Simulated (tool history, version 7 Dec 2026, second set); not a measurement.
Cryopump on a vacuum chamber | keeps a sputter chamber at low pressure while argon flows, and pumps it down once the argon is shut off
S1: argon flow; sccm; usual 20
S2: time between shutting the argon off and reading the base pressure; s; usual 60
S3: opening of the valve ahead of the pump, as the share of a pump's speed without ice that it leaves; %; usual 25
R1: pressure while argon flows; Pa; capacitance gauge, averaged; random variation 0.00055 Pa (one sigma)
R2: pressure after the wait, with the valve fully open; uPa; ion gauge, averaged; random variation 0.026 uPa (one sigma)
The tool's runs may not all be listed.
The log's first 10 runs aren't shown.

run 11 hour=924.4 | S1=20 S2=60 S3=25 | R1=0.0611 R2=1.36
run 12 hour=1041.8 | S1=20 S2=60 S3=25 | R1=0.0611 R2=1.42
run 13 hour=1102.1 | S1=20 S2=60 S3=25 | R1=0.0631 R2=1.46
-- hour=1137.0 pump warmed up, emptied and cooled again
run 14 hour=1170.9 | S1=20 S2=60 S3=25 | R1=0.0576 R2=1.36
run 15 hour=1258.2 | S1=20 S2=60 S3=25 | R1=0.0590 R2=1.39
run 16 hour=1323.2 | S1=20 S2=32 S3=25 | R1=0.0595 R2=2.22
run 17 hour=1391.0 | S1=20 S2=60 S3=49 | R1=0.0318 R2=1.42
run 18 hour=1457.4 | S1=20 S2=146 S3=51 | R1=0.0309 R2=0.95
run 19 hour=1530.3 | S1=16 S2=241 S3=51 | R1=0.0246 R2=0.79
run 20 hour=1619.7 | S1=11 S2=92 S3=51 | R1=0.0183 R2=1.24
-- hour=1703.6 pump warmed up, emptied and cooled again
run 21 hour=1710.6 | S1=20 S2=57 S3=24 | R1=0.0593 R2=1.52
run 22 hour=1824.6 | S1=20 S2=57 S3=24 | R1=0.0608 R2=1.60
run 23 hour=1891.7 | S1=20 S2=81 S3=21 | R1=0.0691 R2=1.33
run 24 hour=1949.5 | S1=8 S2=42 S3=25 | R1=0.0241 R2=1.91
run 25 hour=2013.7 | S1=9 S2=60 S3=24 | R1=0.0284 R2=1.65
run 26 hour=2088.8 | S1=20 S2=36 S3=25 | R1=0.0606 R2=2.41
run 27 hour=2217.4 | S1=15 S2=169 S3=43 | R1=0.0294 R2=1.23
-- hour=2274.4 pump warmed up, emptied and cooled again
run 28 hour=2305.3 | S1=15 S2=169 S3=43 | R1=0.0249 R2=1.05
run 29 hour=2436.7 | S1=15 S2=169 S3=43 | R1=0.0260 R2=1.12
run 30 hour=2524.3 | S1=19 S2=41 S3=35 | R1=0.0402 R2=2.22
run 31 hour=2579.0 | S1=20 S2=60 S3=25 | R1=0.0613 R2=1.83
run 32 hour=2710.8 | S1=20 S2=60 S3=25 | R1=0.0614 R2=2.01
run 33 hour=2789.2 | S1=20 S2=202 S3=58 | R1=0.0306 R2=1.42

Forecast each of these 4 alternatives for the next run:
-- hour=2840.9 pump warmed up, emptied and cooled again
run A hour=2864.4 | S1=11 S2=60 S3=40 | R1=? R2=?
-- hour=2840.9 pump warmed up, emptied and cooled again
run B hour=2864.4 | S1=36 S2=143 S3=58 | R1=? R2=?
-- hour=2840.9 pump warmed up, emptied and cooled again
run C hour=2864.4 | S1=21 S2=22 S3=24 | R1=? R2=?
-- hour=2840.9 pump warmed up, emptied and cooled again
run D hour=2864.4 | S1=8 S2=202 S3=38 | R1=? R2=?

run=A R1=0.0193 R2=1.79
run=B R1=0.0452 R2=1.25
run=C R1=0.0634 R2=3.23
run=D R1=0.0148 R2=1.14
Without the tool's hidden state the same runs would have given:
run=A R1=0.0189 R2=1.05
run=B R1=0.0440 R2=0.52
run=C R1=0.0627 R2=2.54
run=D R1=0.0145 R2=0.40
